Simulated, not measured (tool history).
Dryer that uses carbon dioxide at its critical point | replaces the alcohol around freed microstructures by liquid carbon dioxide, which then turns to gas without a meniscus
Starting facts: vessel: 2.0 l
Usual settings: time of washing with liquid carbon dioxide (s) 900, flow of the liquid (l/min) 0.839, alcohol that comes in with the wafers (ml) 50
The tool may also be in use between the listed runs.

run   hour  time of washing with liquid carbon dioxide (s)  flow of the liquid (l/min)  alcohol that comes in with the wafers (ml)  alcohol left in the vessel before it's heated (ppm by volume)
  1      0                                             900                       0.839                                          50                                                            189
  2   27.6                                             900                       0.839                                          50                                                            202
  3   51.7                                             900                       0.839                                          50                                                            205
  4   79.6                                             900                       0.839                                          50                                                            209
  5  111.3                                             900                       0.839                                          50                                                            215
  6  133.9                                             900                       0.839                                          50                                                            211
  7  161.7                                             900                       1.173                                          50                                                             62
  8  176.9                                             840                       1.173                                          50                                                             74
  9  204.6                                             840                       1.173                                          50                                                             80
 10  224.3                                             900                       0.839                                          50                                                            254
 11  249.3                                             900                       0.839                                          50                                                            251
 12  270.9                                             900                       0.839                                          50                                                            260
 13  286.1                                             900                       0.839                                          50                                                            265
 14  306.9                                             900                       0.839                                          43                                                            231
 15  331.9                                             900                       0.839                                          50                                                            272
 16  361.1                                             900                       0.839                                          50                                                            266
     372.8  -- inlet filter changed
 17  384.7                                             900                       0.839                                          50                                                            154
 18  413.7                                             900                       0.839                                          50                                                            157
 19  428.7                                             900                       0.839                                          50                                                            170
 20  443.8                                             900                       0.839                                          50                                                            173
 21  466.6                                             900                        1.07                                          50                                                             70
 22  492.2                                             960                        1.07                                          50                                                             60
 23  513.6                                             960                       0.821                                          50                                                            148
     522.2  -- purifier's bed changed
 24    536                                             720                       0.839                                          34                                                            273
 25  572.1                                             720                       0.839                                          34                                                            283
 26    607                                             720                       0.839                                          34                                                            286
 27  642.2                                             720                       0.839                                          34                                                            296
 28  658.6                                             660                       0.981                                          44                                                            299
 29  678.8                                            1260                       0.706                                          32                                                             50
 30  702.4                                            1260                       0.706                                          32                                                             55
 31  738.7                                             720                       0.839                                         111                                                            999
 32  764.8                                             840                       0.633                                          93                                                           1353
 33  781.2                                             840                       0.633                                          93                                                           1399
 34  801.3                                             840                       0.633                                          93                                                           1358
 35  820.2                                             900                       0.633                                          78                                                            925
 36  838.6                                             900                       0.633                                          78                                                            976
 37  870.3                                             660                       0.839                                          50                                                            702
 38    905                                             660                       0.997                                          26                                                            217
 39  937.9                                             840                       0.534                                          28                                                            818
 40  962.4                                             960                       0.916                                         107                                                            228
 41  977.8                                             900                       0.571                                          27                                                            528

What if the next run were any one of these 5? Each begins from the tool's condition after run 41:
  A  999.8                                             780                       0.571                                          64                                                              ?
  B  999.8                                             900                       0.903                                          89                                                              ?
  C  999.8                                             900                        1.42                                          68                                                              ?
  D  999.8                                            1080                       1.121                                          86                                                              ?
  E  999.8                                             600                       0.679                                          26                                                              ?

run  alcohol left in the vessel before it's heated (ppm by volume)
  A                                                           1936
  B                                                            298
  C                                                             33
  D                                                             42
  E                                                            990
The same runs, with their run-to-run variation unchanged, on a tool lacking any hidden condition would have given:
run  alcohol left in the vessel before it's heated (ppm by volume)
  A                                                           1301
  B                                                            137
  C                                                              3
  D                                                              6
  E                                                            683

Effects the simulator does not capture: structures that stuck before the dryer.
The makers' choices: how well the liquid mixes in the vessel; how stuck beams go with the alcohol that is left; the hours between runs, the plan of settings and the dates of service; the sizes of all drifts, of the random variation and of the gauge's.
